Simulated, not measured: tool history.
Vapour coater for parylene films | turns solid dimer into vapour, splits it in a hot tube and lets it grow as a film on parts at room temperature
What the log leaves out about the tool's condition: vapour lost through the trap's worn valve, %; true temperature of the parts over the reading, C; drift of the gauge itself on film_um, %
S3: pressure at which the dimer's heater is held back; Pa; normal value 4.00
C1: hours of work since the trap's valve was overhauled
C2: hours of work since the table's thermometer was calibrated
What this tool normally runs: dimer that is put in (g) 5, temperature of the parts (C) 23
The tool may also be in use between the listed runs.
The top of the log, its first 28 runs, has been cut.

run 29 hour=1436.2 | dimer_that_is_put_in_(g)=5 temperature_of_the_parts_(C)=23 S3=2.17 | C1=233 C2=1322 | thickness_of_the_film_(nm)=2740
run 30 hour=1467.6 | dimer_that_is_put_in_(g)=4 temperature_of_the_parts_(C)=20 S3=9.29 | C1=251 C2=1340 | thickness_of_the_film_(nm)=1810
run 31 hour=1511.2 | dimer_that_is_put_in_(g)=2 temperature_of_the_parts_(C)=20 S3=9.06 | C1=276 C2=1365 | thickness_of_the_film_(nm)=920
run 32 hour=1571.2 | dimer_that_is_put_in_(g)=5 temperature_of_the_parts_(C)=23 S3=6.24 | C1=310 C2=1400 | thickness_of_the_film_(nm)=2110
-- hour=1595.2 table's thermometer calibrated
run 33 hour=1635.4 | dimer_that_is_put_in_(g)=7 temperature_of_the_parts_(C)=23 S3=5.79 | C1=346 C2=23 | thickness_of_the_film_(nm)=2870
run 34 hour=1677.6 | dimer_that_is_put_in_(g)=4 temperature_of_the_parts_(C)=27 S3=2.02 | C1=371 C2=47 | thickness_of_the_film_(nm)=1720
run 35 hour=1731.6 | dimer_that_is_put_in_(g)=4 temperature_of_the_parts_(C)=27 S3=6.41 | C1=401 C2=78 | thickness_of_the_film_(nm)=1310
run 36 hour=1770.3 | dimer_that_is_put_in_(g)=5 temperature_of_the_parts_(C)=23 S3=5.45 | C1=424 C2=100 | thickness_of_the_film_(nm)=2070
run 37 hour=1826.8 | dimer_that_is_put_in_(g)=5 temperature_of_the_parts_(C)=23 S3=5.45 | C1=456 C2=133 | thickness_of_the_film_(nm)=2070
-- hour=1877.1 trap's valve overhauled
run 38 hour=1886.4 | dimer_that_is_put_in_(g)=3 temperature_of_the_parts_(C)=18 S3=2.11 | C1=5 C2=165 | thickness_of_the_film_(nm)=2080
run 39 hour=1928.5 | dimer_that_is_put_in_(g)=3 temperature_of_the_parts_(C)=18 S3=2.11 | C1=29 C2=189 | thickness_of_the_film_(nm)=2050
run 40 hour=1979.9 | dimer_that_is_put_in_(g)=5 temperature_of_the_parts_(C)=20 S3=4.00 | C1=59 C2=218 | thickness_of_the_film_(nm)=2690
run 41 hour=2021.2 | dimer_that_is_put_in_(g)=8 temperature_of_the_parts_(C)=22 S3=2.87 | C1=83 C2=242 | thickness_of_the_film_(nm)=4190
run 42 hour=2049.8 | dimer_that_is_put_in_(g)=7 temperature_of_the_parts_(C)=23 S3=4.00 | C1=99 C2=258 | thickness_of_the_film_(nm)=3260
run 43 hour=2108.3 | dimer_that_is_put_in_(g)=5 temperature_of_the_parts_(C)=29 S3=10.90 | C1=132 C2=292 | thickness_of_the_film_(nm)=1400
run 44 hour=2159.7 | dimer_that_is_put_in_(g)=5 temperature_of_the_parts_(C)=21 S3=4.38 | C1=162 C2=321 | thickness_of_the_film_(nm)=2510
run 45 hour=2229.8 | dimer_that_is_put_in_(g)=5 temperature_of_the_parts_(C)=21 S3=4.38 | C1=202 C2=361 | thickness_of_the_film_(nm)=2520
run 46 hour=2272.4 | dimer_that_is_put_in_(g)=5 temperature_of_the_parts_(C)=33 S3=5.51 | C1=226 C2=386 | thickness_of_the_film_(nm)=1320

5 options for the next run, each taken on its own from the tool as it stands now. Forecast them:
run A hour=2306.7 | dimer_that_is_put_in_(g)=5 temperature_of_the_parts_(C)=33 S3=11.14 | C1=246 C2=405 | thickness_of_the_film_(nm)=?
run B hour=2306.7 | dimer_that_is_put_in_(g)=2 temperature_of_the_parts_(C)=23 S3=2.26 | C1=246 C2=405 | thickness_of_the_film_(nm)=?
run C hour=2306.7 | dimer_that_is_put_in_(g)=2 temperature_of_the_parts_(C)=19 S3=5.51 | C1=246 C2=405 | thickness_of_the_film_(nm)=?
run D hour=2306.7 | dimer_that_is_put_in_(g)=4 temperature_of_the_parts_(C)=33 S3=5.51 | C1=246 C2=405 | thickness_of_the_film_(nm)=?
run E hour=2306.7 | dimer_that_is_put_in_(g)=7 temperature_of_the_parts_(C)=26 S3=8.64 | C1=246 C2=405 | thickness_of_the_film_(nm)=?

run=A thickness_of_the_film_(nm)=1140
run=B thickness_of_the_film_(nm)=1050
run=C thickness_of_the_film_(nm)=1030
run=D thickness_of_the_film_(nm)=1060
run=E thickness_of_the_film_(nm)=2370
With the hidden condition removed and each run's random variation left untouched, the same runs would have given:
run=A thickness_of_the_film_(nm)=1160
run=B thickness_of_the_film_(nm)=1070
run=C thickness_of_the_film_(nm)=1060
run=D thickness_of_the_film_(nm)=1080
run=E thickness_of_the_film_(nm)=2430
